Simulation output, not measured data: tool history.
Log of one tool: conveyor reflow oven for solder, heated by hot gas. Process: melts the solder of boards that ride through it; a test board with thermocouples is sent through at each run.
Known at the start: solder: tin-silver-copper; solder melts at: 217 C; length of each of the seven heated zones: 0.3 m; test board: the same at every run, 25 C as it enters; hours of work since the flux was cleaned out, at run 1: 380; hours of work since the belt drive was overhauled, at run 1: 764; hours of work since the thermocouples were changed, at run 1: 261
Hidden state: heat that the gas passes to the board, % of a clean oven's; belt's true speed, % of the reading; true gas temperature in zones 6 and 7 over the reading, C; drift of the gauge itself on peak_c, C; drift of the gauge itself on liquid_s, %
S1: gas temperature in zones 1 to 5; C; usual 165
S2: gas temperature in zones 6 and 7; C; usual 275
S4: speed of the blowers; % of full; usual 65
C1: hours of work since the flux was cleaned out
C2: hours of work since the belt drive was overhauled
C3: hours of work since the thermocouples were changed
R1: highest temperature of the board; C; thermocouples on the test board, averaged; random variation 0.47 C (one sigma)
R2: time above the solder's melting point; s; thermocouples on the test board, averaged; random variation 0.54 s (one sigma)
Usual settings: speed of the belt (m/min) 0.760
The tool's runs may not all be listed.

{"run": 1, "day": 0.0, "S1": 165, "S2": 275, "speed of the belt (m/min)": 0.76, "S4": 65, "C1": 380, "C2": 764, "C3": 261, "R1": 247.9, "R2": 30.2}
{"day": 1.692, "done": "belt drive overhauled, speed set with a stopwatch"}
{"run": 2, "day": 2.929, "S1": 165, "S2": 275, "speed of the belt (m/min)": 0.76, "S4": 65, "C1": 431, "C2": 23, "C3": 313, "R1": 245.8, "R2": 28.4}
{"run": 3, "day": 4.792, "S1": 165, "S2": 275, "speed of the belt (m/min)": 0.76, "S4": 65, "C1": 466, "C2": 58, "C3": 348, "R1": 245.4, "R2": 28.6}
{"day": 5.521, "done": "flux residue cleaned out of gas plates and filters"}
{"run": 4, "day": 9.25, "S1": 165, "S2": 275, "speed of the belt (m/min)": 0.76, "S4": 65, "C1": 70, "C2": 137, "C3": 427, "R1": 242.4, "R2": 26.5}
{"run": 5, "day": 12.546, "S1": 165, "S2": 280, "speed of the belt (m/min)": 0.76, "S4": 65, "C1": 131, "C2": 199, "C3": 489, "R1": 245.7, "R2": 29.0}
{"day": 13.488, "done": "flux residue cleaned out of gas plates and filters, once more"}
{"run": 6, "day": 15.771, "S1": 165, "S2": 268, "speed of the belt (m/min)": 0.76, "S4": 65, "C1": 43, "C2": 255, "C3": 545, "R1": 244.1, "R2": 28.5}
{"run": 7, "day": 17.971, "S1": 165, "S2": 268, "speed of the belt (m/min)": 0.76, "S4": 65, "C1": 84, "C2": 297, "C3": 587, "R1": 243.9, "R2": 28.1}
{"run": 8, "day": 20.804, "S1": 165, "S2": 268, "speed of the belt (m/min)": 0.76, "S4": 65, "C1": 137, "C2": 350, "C3": 640, "R1": 242.4, "R2": 27.9}
{"day": 21.162, "done": "thermocouples of zones 6 and 7 changed"}
{"run": 9, "day": 23.279, "S1": 165, "S2": 275, "speed of the belt (m/min)": 0.76, "S4": 65, "C1": 181, "C2": 394, "C3": 40, "R1": 249.8, "R2": 31.5}
{"run": 10, "day": 25.362, "S1": 165, "S2": 275, "speed of the belt (m/min)": 0.76, "S4": 65, "C1": 220, "C2": 433, "C3": 79, "R1": 249.7, "R2": 30.6}
{"run": 11, "day": 28.55, "S1": 165, "S2": 275, "speed of the belt (m/min)": 0.76, "S4": 65, "C1": 280, "C2": 493, "C3": 138, "R1": 248.6, "R2": 31.1}
{"run": 12, "day": 30.675, "S1": 165, "S2": 275, "speed of the belt (m/min)": 0.76, "S4": 65, "C1": 320, "C2": 532, "C3": 178, "R1": 248.0, "R2": 30.3}
{"run": 13, "day": 34.479, "S1": 165, "S2": 272, "speed of the belt (m/min)": 0.76, "S4": 65, "C1": 391, "C2": 604, "C3": 249, "R1": 244.1, "R2": 29.2}
{"run": 14, "day": 37.1, "S1": 165, "S2": 272, "speed of the belt (m/min)": 0.76, "S4": 65, "C1": 440, "C2": 653, "C3": 298, "R1": 243.9, "R2": 28.2}
{"day": 39.238, "done": "flux residue cleaned out of gas plates and filters"}
{"run": 15, "day": 40.246, "S1": 165, "S2": 272, "speed of the belt (m/min)": 0.76, "S4": 65, "C1": 19, "C2": 708, "C3": 353, "R1": 249.0, "R2": 31.7}
{"run": 16, "day": 43.092, "S1": 173, "S2": 272, "speed of the belt (m/min)": 0.76, "S4": 61, "C1": 72, "C2": 761, "C3": 406, "R1": 248.2, "R2": 32.5}
{"day": 44.971, "done": "belt drive overhauled, speed set with a stopwatch"}
{"run": 17, "day": 46.788, "S1": 150, "S2": 272, "speed of the belt (m/min)": 0.897, "S4": 72, "C1": 138, "C2": 34, "C3": 472, "R1": 239.1, "R2": 18.6}
{"run": 18, "day": 50.617, "S1": 170, "S2": 272, "speed of the belt (m/min)": 0.612, "S4": 89, "C1": 210, "C2": 106, "C3": 544, "R1": 261.0, "R2": 48.0}
{"run": 19, "day": 54.571, "S1": 167, "S2": 272, "speed of the belt (m/min)": 0.612, "S4": 60, "C1": 284, "C2": 180, "C3": 618, "R1": 252.6, "R2": 42.2}
{"day": 56.375, "done": "thermocouples of zones 6 and 7 changed"}
{"run": 20, "day": 57.592, "S1": 167, "S2": 272, "speed of the belt (m/min)": 0.612, "S4": 60, "C1": 338, "C2": 234, "C3": 23, "R1": 253.4, "R2": 43.0}
{"run": 21, "day": 61.092, "S1": 167, "S2": 272, "speed of the belt (m/min)": 0.612, "S4": 60, "C1": 404, "C2": 300, "C3": 88, "R1": 252.6, "R2": 42.3}
{"run": 22, "day": 64.033, "S1": 151, "S2": 275, "speed of the belt (m/min)": 0.698, "S4": 65, "C1": 459, "C2": 355, "C3": 143, "R1": 247.9, "R2": 31.0}
{"day": 65.321, "done": "flux residue cleaned out of gas plates and filters"}
{"run": 23, "day": 67.575, "S1": 165, "S2": 275, "speed of the belt (m/min)": 0.76, "S4": 85, "C1": 42, "C2": 417, "C3": 205, "R1": 257.2, "R2": 37.2}
{"run": 24, "day": 71.788, "S1": 165, "S2": 275, "speed of the belt (m/min)": 0.76, "S4": 85, "C1": 121, "C2": 496, "C3": 284, "R1": 256.7, "R2": 37.1}
{"run": 25, "day": 74.35, "S1": 166, "S2": 275, "speed of the belt (m/min)": 0.76, "S4": 65, "C1": 169, "C2": 544, "C3": 332, "R1": 250.5, "R2": 31.7}
{"run": 26, "day": 77.362, "S1": 165, "S2": 271, "speed of the belt (m/min)": 0.76, "S4": 58, "C1": 225, "C2": 600, "C3": 388, "R1": 243.3, "R2": 27.0}
{"run": 27, "day": 80.004, "S1": 164, "S2": 266, "speed of the belt (m/min)": 0.871, "S4": 66, "C1": 275, "C2": 650, "C3": 438, "R1": 235.6, "R2": 19.5}
{"run": 28, "day": 82.829, "S1": 164, "S2": 266, "speed of the belt (m/min)": 0.871, "S4": 66, "C1": 327, "C2": 702, "C3": 491, "R1": 235.3, "R2": 18.5}
{"run": 29, "day": 85.875, "S1": 168, "S2": 270, "speed of the belt (m/min)": 0.622, "S4": 86, "C1": 384, "C2": 759, "C3": 548, "R1": 255.7, "R2": 46.3}
{"day": 87.804, "done": "belt drive overhauled, speed set with a stopwatch"}
{"run": 30, "day": 88.717, "S1": 157, "S2": 270, "speed of the belt (m/min)": 0.622, "S4": 60, "C1": 434, "C2": 17, "C3": 598, "R1": 245.6, "R2": 34.5}

Hidden state at the last listed run before each entry between runs and at the first one after, where it differs:
Between runs 1 and 2: belt drive overhauled, speed set with a stopwatch (day 1.692)
  heat that the gas passes to the board, % of a clean oven's: 86.9 -> 85.4; belt's true speed, % of the reading: 98.22 -> 100.08; true gas temperature in zones 6 and 7 over the reading, C: -1.18 -> -1.38
  measured less the result without the state, R1: -4.7 -> -6.2 C; R2: -2.3 -> -3.9 s
Between runs 3 and 4: flux residue cleaned out of gas plates and filters (day 5.521)
  heat that the gas passes to the board, % of a clean oven's: 84.3 -> 78.5; belt's true speed, % of the reading: 99.99 -> 99.79; true gas temperature in zones 6 and 7 over the reading, C: -1.53 -> -1.81
  measured less the result without the state, R1: -6.7 -> -9.4 C; R2: -4.2 -> -6.2 s
Between runs 5 and 6: flux residue cleaned out of gas plates and filters, once more (day 13.488)
  heat that the gas passes to the board, % of a clean oven's: 76.8 -> 98.2; belt's true speed, % of the reading: 99.64 -> 99.5; true gas temperature in zones 6 and 7 over the reading, C: -2.02 -> -2.23
  measured less the result without the state, R1: -10.5 -> -2.1 C; R2: -6.2 -> -1.1 s
Between runs 8 and 9: thermocouples of zones 6 and 7 changed (day 21.162)
  heat that the gas passes to the board, % of a clean oven's: 94.7 -> 93.1; belt's true speed, % of the reading: 99.27 -> 99.17; true gas temperature in zones 6 and 7 over the reading, C: -2.59 -> 0.19
  measured less the result without the state, R1: -3.4 -> -1.7 C; R2: -1.9 -> -0.8 s
Between runs 14 and 15: flux residue cleaned out of gas plates and filters (day 39.238)
  heat that the gas passes to the board, % of a clean oven's: 84.9 -> 99.3; belt's true speed, % of the reading: 98.53 -> 98.39; true gas temperature in zones 6 and 7 over the reading, C: -0.81 -> -1.01
  measured less the result without the state, R1: -5.2 -> -0.4 C; R2: -3.1 -> +0.3 s
Between runs 16 and 17: belt drive overhauled, speed set with a stopwatch (day 44.971)
  heat that the gas passes to the board, % of a clean oven's: 97.5 -> 95.4; belt's true speed, % of the reading: 98.25 -> 99.87; true gas temperature in zones 6 and 7 over the reading, C: -1.21 -> -1.44
  measured less the result without the state, R1: -1.0 -> -3.0 C; R2: +0.1 -> -1.8 s
Between runs 19 and 20: thermocouples of zones 6 and 7 changed (day 56.375)
  heat that the gas passes to the board, % of a clean oven's: 90.4 -> 88.7; belt's true speed, % of the reading: 99.51 -> 99.38; true gas temperature in zones 6 and 7 over the reading, C: -1.97 -> 0.4
  measured less the result without the state, R1: -3.9 -> -2.3 C; R2: -2.2 -> -1.4 s
Between runs 22 and 23: flux residue cleaned out of gas plates and filters (day 65.321)
  heat that the gas passes to the board, % of a clean oven's: 85 -> 97.9; belt's true speed, % of the reading: 99.06 -> 98.91; true gas temperature in zones 6 and 7 over the reading, C: -0.02 -> -0.27
  measured less the result without the state, R1: -5.0 -> -0.6 C; R2: -3.0 -> +0.2 s
Between runs 29 and 30: belt drive overhauled, speed set with a stopwatch (day 87.804)
  heat that the gas passes to the board, % of a clean oven's: 86.8 -> 85.2; belt's true speed, % of the reading: 98.02 -> 99.92; true gas temperature in zones 6 and 7 over the reading, C: -1.53 -> -1.72
  measured less the result without the state, R1: -4.3 -> -5.6 C; R2: -1.6 -> -4.2 s

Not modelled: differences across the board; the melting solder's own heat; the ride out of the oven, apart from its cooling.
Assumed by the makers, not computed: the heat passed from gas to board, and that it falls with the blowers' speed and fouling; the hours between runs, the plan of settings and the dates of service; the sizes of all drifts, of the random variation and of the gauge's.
